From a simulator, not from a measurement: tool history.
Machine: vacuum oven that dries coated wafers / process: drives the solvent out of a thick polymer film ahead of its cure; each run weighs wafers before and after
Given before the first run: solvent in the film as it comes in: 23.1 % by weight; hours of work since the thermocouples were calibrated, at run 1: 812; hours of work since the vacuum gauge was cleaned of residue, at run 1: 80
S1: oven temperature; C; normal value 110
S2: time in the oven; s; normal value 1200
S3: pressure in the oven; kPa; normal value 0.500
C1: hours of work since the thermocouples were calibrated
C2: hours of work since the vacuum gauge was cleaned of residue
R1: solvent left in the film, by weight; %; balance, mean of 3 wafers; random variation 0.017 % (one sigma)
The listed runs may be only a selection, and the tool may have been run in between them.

Run 1, hour 0.0: usual settings; C1 812; C2 80. Result: R1 1.86 %.
Run 2, hour 14.9: usual settings but S3 1.173 kPa; C1 823; C2 91. Result: R1 2.27 %.
Run 3, hour 23.8: usual settings but S3 1.173 kPa; C1 829; C2 97. Result: R1 2.30 %.
Run 4, hour 36.2: usual settings but S3 1.173 kPa; C1 838; C2 106. Result: R1 2.29 %.
Run 5, hour 50.9: usual settings but S3 1.173 kPa; C1 848; C2 116. Result: R1 2.29 %.
Run 6, hour 63.8: usual settings but S3 0.649 kPa; C1 857; C2 125. Result: R1 1.94 %.
Run 7, hour 73.0: usual settings but S1 117 C; C1 864; C2 131. Result: R1 0.70 %.
Run 8, hour 88.9: usual settings; C1 875; C2 143. Result: R1 1.90 %.
Run 9, hour 105.5: usual settings; C1 886; C2 154. Result: R1 1.86 %.
Run 10, hour 122.1: usual settings but S2 1320 s; C1 898; C2 166. Result: R1 1.52 %.
Run 11, hour 132.0: usual settings but S2 1320 s; C1 905; C2 173. Result: R1 1.54 %.
Run 12, hour 143.1: usual settings; C1 913; C2 181. Result: R1 1.86 %.
Run 13, hour 151.2: usual settings but S3 0.418 kPa; C1 919; C2 186. Result: R1 1.82 %.
Run 14, hour 162.2: usual settings; C1 926; C2 194. Result: R1 1.86 %.
Run 15, hour 174.8: usual settings but S1 116 C; C1 935; C2 203. Result: R1 0.80 %.
Run 16, hour 188.7: usual settings but S1 116 C; C1 945; C2 213. Result: R1 0.81 %.
Run 17, hour 197.4: usual settings; C1 951; C2 219. Result: R1 1.83 %.
Run 18, hour 215.1: usual settings; C1 963; C2 231. Result: R1 1.86 %.
Run 19, hour 226.3: usual settings but S1 122 C; C1 971; C2 239. Result: R1 0.36 %.
Run 20, hour 235.9: usual settings; C1 978; C2 246. Result: R1 1.86 %.
Run 21, hour 249.2: usual settings; C1 987; C2 255. Result: R1 1.83 %.
At hour 255.8: oven's thermocouples calibrated.
Run 22, hour 266.5: usual settings; C1 8; C2 266. Result: R1 1.87 %.
Run 23, hour 283.1: usual settings but S1 98 C, S2 660 s, S3 0.659 kPa; C1 19; C2 278. Result: R1 10.05 %.
Run 24, hour 292.1: usual settings but S1 98 C, S2 660 s, S3 0.659 kPa; C1 25; C2 284. Result: R1 10.07 %.
Run 25, hour 304.1: usual settings but S1 98 C, S2 660 s, S3 0.659 kPa; C1 34; C2 292. Result: R1 10.07 %.
Run 26, hour 317.5: usual settings but S1 98 C, S2 660 s, S3 0.659 kPa; C1 43; C2 302. Result: R1 10.01 %.
Run 27, hour 327.4: usual settings but S1 98 C, S2 660 s, S3 0.659 kPa; C1 50; C2 309. Result: R1 10.07 %.
Run 28, hour 337.1: usual settings but S1 98 C, S2 660 s, S3 0.659 kPa; C1 57; C2 315. Result: R1 10.06 %.
Run 29, hour 345.1: usual settings but S1 98 C, S2 660 s, S3 0.659 kPa; C1 63; C2 321. Result: R1 10.05 %.
Run 30, hour 353.7: usual settings but S1 98 C, S2 660 s, S3 0.659 kPa; C1 69; C2 327. Result: R1 9.98 %.
Run 31, hour 365.3: usual settings but S1 98 C, S2 660 s, S3 0.659 kPa; C1 77; C2 335. Result: R1 10.03 %.
Run 32, hour 381.3: usual settings but S1 115 C; C1 88; C2 347. Result: R1 0.97 %.
Run 33, hour 397.4: usual settings but S1 115 C; C1 99; C2 358. Result: R1 0.96 %.
Run 34, hour 409.3: usual settings but S1 115 C; C1 108; C2 366. Result: R1 0.92 %.
Run 35, hour 422.6: usual settings but S1 102 C, S2 1560 s, S3 1.826 kPa; C1 117; C2 376. Result: R1 3.97 %.

Expected results for the next run?
Run 36, hour 439.3: usual settings but S2 1920 s, S3 0.267 kPa; C1 129; C2 387. Result: R1 ?.

{"run 36": {"R1": 0.51}}
With no hidden state in the tool, this same run would have given R1 0.51 %.
